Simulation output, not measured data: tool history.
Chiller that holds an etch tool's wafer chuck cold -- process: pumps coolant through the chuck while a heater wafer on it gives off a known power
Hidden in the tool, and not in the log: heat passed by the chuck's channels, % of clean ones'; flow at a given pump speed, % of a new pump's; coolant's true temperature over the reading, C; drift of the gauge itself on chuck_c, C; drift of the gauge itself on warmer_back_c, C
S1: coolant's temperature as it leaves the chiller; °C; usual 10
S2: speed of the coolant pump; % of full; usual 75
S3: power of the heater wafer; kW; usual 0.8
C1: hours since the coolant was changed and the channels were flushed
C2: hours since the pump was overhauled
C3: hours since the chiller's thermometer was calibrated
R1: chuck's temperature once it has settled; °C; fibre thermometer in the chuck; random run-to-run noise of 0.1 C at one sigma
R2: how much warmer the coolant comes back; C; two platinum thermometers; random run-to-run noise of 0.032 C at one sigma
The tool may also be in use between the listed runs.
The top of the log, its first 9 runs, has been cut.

{"run": 10, "hour": 907.6, "S1": 4, "S2": 83, "S3": 0.8, "C1": 5799, "C2": 4471, "C3": 224, "R1": 10.1, "R2": 3.21}
{"run": 11, "hour": 1038.7, "S1": 4, "S2": 83, "S3": 0.8, "C1": 5931, "C2": 4603, "C3": 355, "R1": 10.2, "R2": 3.17}
{"run": 12, "hour": 1098.7, "S1": 10, "S2": 75, "S3": 0.8, "C1": 5991, "C2": 4663, "C3": 415, "R1": 16.4, "R2": 3.56}
{"run": 13, "hour": 1234.2, "S1": 10, "S2": 75, "S3": 0.8, "C1": 6126, "C2": 4798, "C3": 550, "R1": 16.7, "R2": 3.57}
{"run": 14, "hour": 1320.3, "S1": 10, "S2": 75, "S3": 0.8, "C1": 6212, "C2": 4884, "C3": 636, "R1": 16.7, "R2": 3.62}
{"run": 15, "hour": 1460.1, "S1": 10, "S2": 75, "S3": 0.8, "C1": 6352, "C2": 5024, "C3": 776, "R1": 16.9, "R2": 3.57}
{"run": 16, "hour": 1576.0, "S1": 10, "S2": 75, "S3": 0.8, "C1": 6468, "C2": 5140, "C3": 892, "R1": 16.7, "R2": 3.58}
{"run": 17, "hour": 1677.9, "S1": 10, "S2": 74, "S3": 0.8, "C1": 6570, "C2": 5242, "C3": 994, "R1": 16.9, "R2": 3.7}
{"run": 18, "hour": 1745.4, "S1": 10, "S2": 74, "S3": 0.8, "C1": 6637, "C2": 5309, "C3": 1061, "R1": 17, "R2": 3.77}
{"run": 19, "hour": 1803.3, "S1": 10, "S2": 74, "S3": 0.8, "C1": 6695, "C2": 5367, "C3": 1119, "R1": 16.9, "R2": 3.69}
{"run": 20, "hour": 1878.7, "S1": 10, "S2": 74, "S3": 0.8, "C1": 6771, "C2": 5443, "C3": 1195, "R1": 17, "R2": 3.64}
{"run": 21, "hour": 1972.3, "S1": 5, "S2": 67, "S3": 0.872, "C1": 6864, "C2": 5536, "C3": 1288, "R1": 13.2, "R2": 4.56}
{"run": 22, "hour": 2069.8, "S1": 12, "S2": 75, "S3": 0.418, "C1": 6962, "C2": 5634, "C3": 1386, "R1": 15.7, "R2": 1.89}
{"run": 23, "hour": 2206.5, "S1": 5, "S2": 75, "S3": 0.482, "C1": 7098, "C2": 5770, "C3": 1522, "R1": 9.4, "R2": 2.17}
{"run": 24, "hour": 2326.3, "S1": 5, "S2": 75, "S3": 0.482, "C1": 7218, "C2": 5890, "C3": 1642, "R1": 9.3, "R2": 2.24}
{"run": 25, "hour": 2415.4, "S1": 5, "S2": 75, "S3": 0.482, "C1": 7307, "C2": 5979, "C3": 1731, "R1": 9.4, "R2": 2.22}
{"run": 26, "hour": 2486.0, "S1": 5, "S2": 69, "S3": 0.482, "C1": 7378, "C2": 6050, "C3": 1802, "R1": 9.8, "R2": 2.41}
{"hour": 2505.9, "done": "coolant changed, channels flushed"}
{"run": 27, "hour": 2556.2, "S1": 11, "S2": 79, "S3": 0.732, "C1": 50, "C2": 6114, "C3": 1866, "R1": 16.8, "R2": 3.14}
{"run": 28, "hour": 2637.0, "S1": 10, "S2": 71, "S3": 0.876, "C1": 131, "C2": 6195, "C3": 1947, "R1": 17.8, "R2": 4.3}
{"run": 29, "hour": 2733.3, "S1": 14, "S2": 75, "S3": 0.8, "C1": 227, "C2": 6291, "C3": 2043, "R1": 20.7, "R2": 3.7}
{"run": 30, "hour": 2837.6, "S1": 9, "S2": 75, "S3": 1.178, "C1": 332, "C2": 6396, "C3": 2148, "R1": 18.9, "R2": 5.49}
{"run": 31, "hour": 2918.0, "S1": 13, "S2": 75, "S3": 0.458, "C1": 412, "C2": 6476, "C3": 2228, "R1": 17.1, "R2": 2.15}

Predict each of these 5 candidate next runs independently; none follows another, all start after run 31:
{"run": "A", "hour": 3033.2, "S1": 3, "S2": 75, "S3": 1.04, "C1": 527, "C2": 6591, "C3": 2343, "R1": "?", "R2": "?"}
{"run": "B", "hour": 3033.2, "S1": 10, "S2": 99, "S3": 0.629, "C1": 527, "C2": 6591, "C3": 2343, "R1": "?", "R2": "?"}
{"run": "C", "hour": 3033.2, "S1": 16, "S2": 74, "S3": 0.8, "C1": 527, "C2": 6591, "C3": 2343, "R1": "?", "R2": "?"}
{"run": "D", "hour": 3033.2, "S1": 10, "S2": 71, "S3": 0.8, "C1": 527, "C2": 6591, "C3": 2343, "R1": "?", "R2": "?"}
{"run": "E", "hour": 3033.2, "S1": 14, "S2": 94, "S3": 0.577, "C1": 527, "C2": 6591, "C3": 2343, "R1": "?", "R2": "?"}

run=A R1=11.9 R2=4.85
run=B R1=14.3 R2=2.19
run=C R1=23 R2=3.83
run=D R1=17.2 R2=3.98
run=E R1=18.2 R2=2.13
What these runs would have given with no unlogged condition in the tool:
run=A R1=10.5 R2=4.18
run=B R1=13.5 R2=1.89
run=C R1=21.9 R2=3.3
run=D R1=16 R2=3.42
run=E R1=17.4 R2=1.84

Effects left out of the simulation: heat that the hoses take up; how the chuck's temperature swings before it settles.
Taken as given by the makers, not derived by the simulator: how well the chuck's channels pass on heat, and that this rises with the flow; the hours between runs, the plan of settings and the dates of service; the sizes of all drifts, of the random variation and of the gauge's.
